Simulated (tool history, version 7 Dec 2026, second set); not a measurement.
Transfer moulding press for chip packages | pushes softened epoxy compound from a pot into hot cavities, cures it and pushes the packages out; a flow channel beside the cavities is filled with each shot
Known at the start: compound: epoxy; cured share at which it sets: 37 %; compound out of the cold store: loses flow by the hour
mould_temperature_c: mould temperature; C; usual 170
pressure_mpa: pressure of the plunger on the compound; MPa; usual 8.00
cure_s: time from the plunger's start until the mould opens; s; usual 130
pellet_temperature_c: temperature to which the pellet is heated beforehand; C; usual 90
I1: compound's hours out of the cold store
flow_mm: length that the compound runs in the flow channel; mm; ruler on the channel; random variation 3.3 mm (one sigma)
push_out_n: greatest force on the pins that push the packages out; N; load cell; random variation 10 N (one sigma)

Run 1, hour 0.0: usual settings; I1 24.0. Result: flow_mm 942 mm, push_out_n 476 N.
At hour 86.6: cavities cleaned with cleaning compound and waxed.
Run 2, hour 86.6: usual settings but mould_temperature_c 174 C; I1 32.1. Result: flow_mm 903 mm, push_out_n 414 N.
Run 3, hour 130.1: usual settings but pellet_temperature_c 99 C; I1 16.9. Result: flow_mm 952 mm, push_out_n 772 N.
At hour 176.6: cavities cleaned with cleaning compound and waxed.
At hour 208.8: plunger's sealing rings changed.
Run 4, hour 225.9: usual settings but pressure_mpa 9.30 MPa; I1 37.3. Result: flow_mm 994 mm, push_out_n 786 N.
At hour 262.3: cavities cleaned with cleaning compound and waxed.
Run 5, hour 311.6: usual settings but pressure_mpa 6.46 MPa; I1 23.3. Result: flow_mm 853 mm, push_out_n 769 N.
At hour 346.0: cavities cleaned with cleaning compound and waxed.
Run 6, hour 371.9: usual settings but pressure_mpa 6.46 MPa; I1 13.6. Result: flow_mm 884 mm, push_out_n 695 N.
At hour 432.2: cavities cleaned with cleaning compound and waxed.
Run 7, hour 453.6: usual settings but pressure_mpa 6.46 MPa; I1 46.6. Result: flow_mm 787 mm, push_out_n 631 N.
Run 8, hour 507.9: usual settings but mould_temperature_c 165 C, pressure_mpa 6.46 MPa, cure_s 125 s, pellet_temperature_c 86 C; I1 31.6. Result: flow_mm 837 mm, push_out_n 1141 N.
At hour 515.1: cavities cleaned with cleaning compound and waxed.
Run 9, hour 566.8: usual settings but mould_temperature_c 176 C, pressure_mpa 9.82 MPa, cure_s 138 s, pellet_temperature_c 86 C; I1 41.5. Result: flow_mm 958 mm, push_out_n 693 N.
At hour 599.3: cavities cleaned with cleaning compound and waxed.
Run 10, hour 615.9: usual settings but mould_temperature_c 176 C, pressure_mpa 9.82 MPa, cure_s 138 s, pellet_temperature_c 86 C; I1 38.6. Result: flow_mm 958 mm, push_out_n 521 N.
At hour 648.8: plunger's sealing rings changed.
At hour 684.2: cavities cleaned with cleaning compound and waxed.
Run 11, hour 720.4: usual settings but mould_temperature_c 176 C, pressure_mpa 9.82 MPa, cure_s 138 s, pellet_temperature_c 86 C; I1 9.8. Result: flow_mm 1084 mm, push_out_n 625 N.
At hour 770.1: cavities cleaned with cleaning compound and waxed.
Run 12, hour 772.9: usual settings but pressure_mpa 8.73 MPa, cure_s 168 s, pellet_temperature_c 87 C; I1 28.9. Result: flow_mm 978 mm, push_out_n 419 N.
Run 13, hour 831.3: usual settings but mould_temperature_c 165 C, pressure_mpa 7.90 MPa, cure_s 166 s; I1 22.0. Result: flow_mm 968 mm, push_out_n 742 N.
At hour 853.9: cavities cleaned with cleaning compound and waxed.
Run 14, hour 910.6: usual settings but mould_temperature_c 167 C, pressure_mpa 8.81 MPa, cure_s 158 s; I1 37.4. Result: flow_mm 951 mm, push_out_n 713 N.

Measured less the same run without the tool's hidden state. The same run-to-run variation is in both; the gauge's scatter may not be:
The hidden state here: true mould temperature over the reading, C; pressure that reaches the compound, % of what is set; grip of the stained cavities, % over clean ones'; drift of the gauge itself on flow_mm, %; drift of the gauge itself on push_out_n, %.
run  flow_mm  push_out_n
  1      -21          +4
  2      -27          +4
  3      -33        +302
  4       -4        +314
  5      -10        +305
  6      -15        +214
  7      -19        +184
  8      -25        +460
  9      -33        +289
 10      -38        +147
 11      -13        +236
 12      -17         +33
 13      -22        +297
 14      -29        +292
